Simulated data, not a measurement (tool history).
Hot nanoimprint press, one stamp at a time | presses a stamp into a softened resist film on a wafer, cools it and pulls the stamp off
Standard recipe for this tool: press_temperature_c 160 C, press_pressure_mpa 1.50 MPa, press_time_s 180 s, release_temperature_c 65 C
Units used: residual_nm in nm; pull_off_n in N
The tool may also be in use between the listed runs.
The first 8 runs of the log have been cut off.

run,day,press_temperature_c,press_pressure_mpa,press_time_s,release_temperature_c,residual_nm,pull_off_n
9,16.333,160,1.50,180,65,260.0,153
10,18.479,160,1.50,119,65,310.1,150
11,20.483,160,1.50,119,65,304.3,156
12,22.783,160,1.50,119,65,306.4,161
13,25.088,160,1.50,180,65,258.3,168
14,26.792,160,1.50,180,52,257.4,234
# day 27.567: stamp cleaned and given a new release coat
# day 28.117: press's hydraulic seals changed and the load cell set to zero
15,28.375,160,1.50,180,52,250.2,170
16,30.542,160,1.50,325,65,190.4,138
17,31.792,148,1.04,180,65,441.9,142
18,33.871,159,1.45,274,51,216.6,204
19,36.125,151,1.42,121,73,407.6,119
20,37.629,171,1.50,180,65,163.6,159
21,39.154,171,1.50,180,65,162.0,168
22,40.283,164,1.50,180,65,214.0,159
23,42.512,160,2.33,198,66,190.1,166
# day 43.725: stamp cleaned and given a new release coat
24,43.929,160,2.33,198,64,188.1,138

What will run 25 give?
# day 44.521: plate thermocouple calibrated
25,45.854,160,2.33,198,64,?,?

residual_nm: 203.3 nm
pull_off_n: 142 N
Had the tool carried no hidden state, the very same run would have given residual_nm 203.8 nm, pull_off_n 136 N.
